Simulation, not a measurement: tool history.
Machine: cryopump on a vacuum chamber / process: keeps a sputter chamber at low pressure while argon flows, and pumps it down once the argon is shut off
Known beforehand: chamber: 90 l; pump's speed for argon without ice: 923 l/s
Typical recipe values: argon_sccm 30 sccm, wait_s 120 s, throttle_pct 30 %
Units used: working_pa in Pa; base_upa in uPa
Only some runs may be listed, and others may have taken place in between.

run     day  argon_sccm  wait_s  throttle_pct  working_pa  base_upa
  1       0          30     120            30      0.1864       3.5
  2   0.471          30     120            30      0.1873      3.55
  3   1.158          30     120            30        0.19      3.65
  4   1.867          30     120            30      0.1895      3.51
  5   2.304          30     120            30      0.1876      3.56
  6   3.246          30     120            30      0.1891      3.57
  7     3.9          30     120            30      0.1891      3.58
  8   4.483          30     120            35      0.1639      3.58
  9   5.333          30     120            18      0.3121      3.59
 10   6.029          30     120            18      0.3106      3.77
 11   6.458          30     120            24      0.2372      3.79
 12   7.017          30     120            33      0.1725      3.76
 13   7.592          30     120            33      0.1721      3.79
 14   8.421          30     120            33      0.1723      3.81
 15   9.375          31     120            30      0.1957      3.89
 16   9.983          14     120            30      0.0893       3.9
 17  10.558          14     120            30      0.0887      3.78
 18  11.242          30     251            30      0.1916      3.24
     11.412  -- leaking fittings of the chamber tightened, without venting
 19  12.154          27      40            55       0.096      3.61

Estimate the outcome of run 20 from the log above:
 20  12.812          27      40            55           ?         ?

{"run 20": {"working_pa": 0.097, "base_upa": 3.73}}
Without the tool's hidden state the same run would have given working_pa 0.0902 Pa, base_upa 3.63 uPa.
